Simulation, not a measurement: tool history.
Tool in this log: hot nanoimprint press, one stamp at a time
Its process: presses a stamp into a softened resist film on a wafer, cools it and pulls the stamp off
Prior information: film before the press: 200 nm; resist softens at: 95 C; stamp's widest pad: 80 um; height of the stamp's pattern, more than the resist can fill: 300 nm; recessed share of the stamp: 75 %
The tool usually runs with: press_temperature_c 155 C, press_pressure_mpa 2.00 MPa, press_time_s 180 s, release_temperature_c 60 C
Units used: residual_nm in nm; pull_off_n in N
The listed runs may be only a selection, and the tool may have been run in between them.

{"run": 1, "hour": 0.0, "press_temperature_c": 155, "press_pressure_mpa": 2.0, "press_time_s": 180, "release_temperature_c": 60, "residual_nm": 120.6, "pull_off_n": 222}
{"run": 2, "hour": 11.9, "press_temperature_c": 155, "press_pressure_mpa": 2.0, "press_time_s": 180, "release_temperature_c": 60, "residual_nm": 120.9, "pull_off_n": 226}
{"run": 3, "hour": 22.8, "press_temperature_c": 155, "press_pressure_mpa": 2.0, "press_time_s": 180, "release_temperature_c": 60, "residual_nm": 121.2, "pull_off_n": 227}
{"run": 4, "hour": 31.4, "press_temperature_c": 155, "press_pressure_mpa": 3.13, "press_time_s": 180, "release_temperature_c": 60, "residual_nm": 101.8, "pull_off_n": 225}
{"run": 5, "hour": 37.3, "press_temperature_c": 155, "press_pressure_mpa": 3.13, "press_time_s": 180, "release_temperature_c": 60, "residual_nm": 101.6, "pull_off_n": 225}
{"run": 6, "hour": 49.0, "press_temperature_c": 155, "press_pressure_mpa": 3.13, "press_time_s": 180, "release_temperature_c": 60, "residual_nm": 101.4, "pull_off_n": 231}
{"run": 7, "hour": 57.7, "press_temperature_c": 155, "press_pressure_mpa": 3.13, "press_time_s": 180, "release_temperature_c": 60, "residual_nm": 102.0, "pull_off_n": 235}
{"run": 8, "hour": 66.9, "press_temperature_c": 155, "press_pressure_mpa": 3.13, "press_time_s": 180, "release_temperature_c": 60, "residual_nm": 102.5, "pull_off_n": 231}
{"run": 9, "hour": 74.8, "press_temperature_c": 155, "press_pressure_mpa": 3.13, "press_time_s": 180, "release_temperature_c": 60, "residual_nm": 102.5, "pull_off_n": 227}
{"run": 10, "hour": 82.8, "press_temperature_c": 155, "press_pressure_mpa": 3.13, "press_time_s": 180, "release_temperature_c": 46, "residual_nm": 102.3, "pull_off_n": 279}
{"run": 11, "hour": 91.4, "press_temperature_c": 155, "press_pressure_mpa": 2.0, "press_time_s": 217, "release_temperature_c": 60, "residual_nm": 114.8, "pull_off_n": 229}
{"run": 12, "hour": 102.4, "press_temperature_c": 155, "press_pressure_mpa": 2.0, "press_time_s": 217, "release_temperature_c": 60, "residual_nm": 114.4, "pull_off_n": 227}
{"run": 13, "hour": 111.2, "press_temperature_c": 155, "press_pressure_mpa": 2.0, "press_time_s": 217, "release_temperature_c": 60, "residual_nm": 115.1, "pull_off_n": 233}
{"run": 14, "hour": 120.5, "press_temperature_c": 158, "press_pressure_mpa": 2.16, "press_time_s": 92, "release_temperature_c": 60, "residual_nm": 131.4, "pull_off_n": 229}
{"run": 15, "hour": 130.8, "press_temperature_c": 164, "press_pressure_mpa": 2.52, "press_time_s": 235, "release_temperature_c": 60, "residual_nm": 71.2, "pull_off_n": 234}
{"run": 16, "hour": 138.9, "press_temperature_c": 164, "press_pressure_mpa": 2.52, "press_time_s": 235, "release_temperature_c": 60, "residual_nm": 71.4, "pull_off_n": 235}
{"run": 17, "hour": 147.9, "press_temperature_c": 155, "press_pressure_mpa": 2.0, "press_time_s": 162, "release_temperature_c": 60, "residual_nm": 126.7, "pull_off_n": 234}
{"run": 18, "hour": 155.7, "press_temperature_c": 155, "press_pressure_mpa": 2.0, "press_time_s": 162, "release_temperature_c": 60, "residual_nm": 126.1, "pull_off_n": 236}
{"run": 19, "hour": 161.4, "press_temperature_c": 155, "press_pressure_mpa": 2.0, "press_time_s": 162, "release_temperature_c": 60, "residual_nm": 126.2, "pull_off_n": 233}
{"run": 20, "hour": 167.1, "press_temperature_c": 163, "press_pressure_mpa": 2.0, "press_time_s": 130, "release_temperature_c": 48, "residual_nm": 103.6, "pull_off_n": 276}
{"run": 21, "hour": 178.0, "press_temperature_c": 163, "press_pressure_mpa": 2.0, "press_time_s": 130, "release_temperature_c": 48, "residual_nm": 103.3, "pull_off_n": 279}
{"run": 22, "hour": 185.5, "press_temperature_c": 155, "press_pressure_mpa": 2.0, "press_time_s": 259, "release_temperature_c": 60, "residual_nm": 109.6, "pull_off_n": 232}
{"run": 23, "hour": 195.4, "press_temperature_c": 163, "press_pressure_mpa": 2.69, "press_time_s": 259, "release_temperature_c": 64, "residual_nm": 69.3, "pull_off_n": 221}
{"run": 24, "hour": 203.3, "press_temperature_c": 163, "press_pressure_mpa": 2.69, "press_time_s": 259, "release_temperature_c": 64, "residual_nm": 70.1, "pull_off_n": 219}
{"run": 25, "hour": 209.5, "press_temperature_c": 163, "press_pressure_mpa": 2.69, "press_time_s": 259, "release_temperature_c": 64, "residual_nm": 69.4, "pull_off_n": 225}

4 options for the next run, each taken on its own from the tool as it stands now. Forecast them:
{"run": "A", "hour": 221.6, "press_temperature_c": 161, "press_pressure_mpa": 2.0, "press_time_s": 225, "release_temperature_c": 66, "residual_nm": "?", "pull_off_n": "?"}
{"run": "B", "hour": 221.6, "press_temperature_c": 163, "press_pressure_mpa": 1.27, "press_time_s": 259, "release_temperature_c": 64, "residual_nm": "?", "pull_off_n": "?"}
{"run": "C", "hour": 221.6, "press_temperature_c": 166, "press_pressure_mpa": 2.91, "press_time_s": 110, "release_temperature_c": 60, "residual_nm": "?", "pull_off_n": "?"}
{"run": "D", "hour": 221.6, "press_temperature_c": 155, "press_pressure_mpa": 2.53, "press_time_s": 309, "release_temperature_c": 58, "residual_nm": "?", "pull_off_n": "?"}

run=A residual_nm=92.4 pull_off_n=220
run=B residual_nm=98.9 pull_off_n=223
run=C residual_nm=84.6 pull_off_n=237
run=D residual_nm=92.9 pull_off_n=238
Had the tool no hidden state, the same runs would have come out as:
run=A residual_nm=88.0 pull_off_n=201
run=B residual_nm=94.6 pull_off_n=204
run=C residual_nm=80.6 pull_off_n=217
run=D residual_nm=88.1 pull_off_n=218
